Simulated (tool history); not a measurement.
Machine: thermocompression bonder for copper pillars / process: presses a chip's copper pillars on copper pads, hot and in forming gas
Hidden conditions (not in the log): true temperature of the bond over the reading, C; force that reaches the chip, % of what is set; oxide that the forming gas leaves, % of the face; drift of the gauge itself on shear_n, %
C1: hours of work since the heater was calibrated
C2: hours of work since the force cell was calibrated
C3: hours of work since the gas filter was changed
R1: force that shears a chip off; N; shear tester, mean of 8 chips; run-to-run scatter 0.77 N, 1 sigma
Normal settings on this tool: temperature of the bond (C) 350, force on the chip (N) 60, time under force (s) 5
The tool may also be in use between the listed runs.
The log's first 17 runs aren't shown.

{"run": 18, "hour": 269.3, "temperature of the bond (C)": 350, "force on the chip (N)": 59, "time under force (s)": 5, "C1": 634, "C2": 186, "C3": 158, "R1": 81.4}
{"run": 19, "hour": 281.1, "temperature of the bond (C)": 350, "force on the chip (N)": 60, "time under force (s)": 5, "C1": 641, "C2": 193, "C3": 166, "R1": 83.2}
{"run": 20, "hour": 292.7, "temperature of the bond (C)": 350, "force on the chip (N)": 65, "time under force (s)": 5, "C1": 649, "C2": 201, "C3": 173, "R1": 89.9}
{"run": 21, "hour": 307.3, "temperature of the bond (C)": 350, "force on the chip (N)": 60, "time under force (s)": 5, "C1": 659, "C2": 211, "C3": 183, "R1": 81.3}
{"run": 22, "hour": 316.9, "temperature of the bond (C)": 349, "force on the chip (N)": 36, "time under force (s)": 5, "C1": 665, "C2": 217, "C3": 189, "R1": 49.5}
{"run": 23, "hour": 328.5, "temperature of the bond (C)": 350, "force on the chip (N)": 60, "time under force (s)": 11, "C1": 673, "C2": 225, "C3": 197, "R1": 102.1}
{"run": 24, "hour": 337.7, "temperature of the bond (C)": 325, "force on the chip (N)": 60, "time under force (s)": 12, "C1": 679, "C2": 231, "C3": 203, "R1": 84.7}
{"run": 25, "hour": 354.5, "temperature of the bond (C)": 361, "force on the chip (N)": 60, "time under force (s)": 8, "C1": 690, "C2": 242, "C3": 214, "R1": 103.9}
{"hour": 369.2, "done": "heater calibrated with a thermocouple chip"}
{"run": 26, "hour": 375.7, "temperature of the bond (C)": 370, "force on the chip (N)": 57, "time under force (s)": 5, "C1": 4, "C2": 255, "C3": 227, "R1": 92.6}
{"run": 27, "hour": 391.5, "temperature of the bond (C)": 370, "force on the chip (N)": 57, "time under force (s)": 5, "C1": 15, "C2": 265, "C3": 238, "R1": 92.8}
{"run": 28, "hour": 411.8, "temperature of the bond (C)": 373, "force on the chip (N)": 37, "time under force (s)": 5, "C1": 28, "C2": 279, "C3": 251, "R1": 65.1}
{"run": 29, "hour": 429.6, "temperature of the bond (C)": 373, "force on the chip (N)": 86, "time under force (s)": 5, "C1": 40, "C2": 291, "C3": 263, "R1": 122.4}
{"run": 30, "hour": 441.9, "temperature of the bond (C)": 373, "force on the chip (N)": 86, "time under force (s)": 5, "C1": 48, "C2": 299, "C3": 271, "R1": 121.9}
{"run": 31, "hour": 451.3, "temperature of the bond (C)": 345, "force on the chip (N)": 40, "time under force (s)": 3, "C1": 54, "C2": 305, "C3": 277, "R1": 42.1}
{"run": 32, "hour": 464.3, "temperature of the bond (C)": 362, "force on the chip (N)": 88, "time under force (s)": 11, "C1": 63, "C2": 314, "C3": 286, "R1": 133.4}
{"hour": 469.8, "done": "forming gas filter changed"}
{"run": 33, "hour": 485.6, "temperature of the bond (C)": 359, "force on the chip (N)": 83, "time under force (s)": 11, "C1": 77, "C2": 328, "C3": 11, "R1": 129.6}
{"run": 34, "hour": 506.5, "temperature of the bond (C)": 350, "force on the chip (N)": 48, "time under force (s)": 5, "C1": 91, "C2": 341, "C3": 24, "R1": 66.5}
{"run": 35, "hour": 520.7, "temperature of the bond (C)": 350, "force on the chip (N)": 36, "time under force (s)": 5, "C1": 100, "C2": 351, "C3": 34, "R1": 49.8}
{"run": 36, "hour": 530.2, "temperature of the bond (C)": 366, "force on the chip (N)": 36, "time under force (s)": 5, "C1": 107, "C2": 357, "C3": 40, "R1": 58.7}
{"run": 37, "hour": 550.2, "temperature of the bond (C)": 366, "force on the chip (N)": 36, "time under force (s)": 5, "C1": 120, "C2": 370, "C3": 53, "R1": 59.5}
{"run": 38, "hour": 568.8, "temperature of the bond (C)": 324, "force on the chip (N)": 81, "time under force (s)": 4, "C1": 132, "C2": 383, "C3": 66, "R1": 78.4}
{"run": 39, "hour": 587.6, "temperature of the bond (C)": 374, "force on the chip (N)": 48, "time under force (s)": 5, "C1": 145, "C2": 395, "C3": 78, "R1": 83.7}
{"run": 40, "hour": 605.2, "temperature of the bond (C)": 374, "force on the chip (N)": 48, "time under force (s)": 5, "C1": 156, "C2": 407, "C3": 90, "R1": 84.5}
{"run": 41, "hour": 621.9, "temperature of the bond (C)": 326, "force on the chip (N)": 60, "time under force (s)": 5, "C1": 167, "C2": 418, "C3": 101, "R1": 64.2}

Predict each of these 3 candidate next runs independently; none follows another, all start after run 41:
{"run": "A", "hour": 639.8, "temperature of the bond (C)": 375, "force on the chip (N)": 69, "time under force (s)": 5, "C1": 179, "C2": 430, "C3": 113, "R1": "?"}
{"run": "B", "hour": 639.8, "temperature of the bond (C)": 350, "force on the chip (N)": 59, "time under force (s)": 7, "C1": 179, "C2": 430, "C3": 113, "R1": "?"}
{"run": "C", "hour": 639.8, "temperature of the bond (C)": 350, "force on the chip (N)": 39, "time under force (s)": 5, "C1": 179, "C2": 430, "C3": 113, "R1": "?"}

run=A R1=110.1
run=B R1=90.9
run=C R1=53.6
With no hidden state in the tool, these same runs would have given:
run=A R1=110.3
run=B R1=91.1
run=C R1=53.7
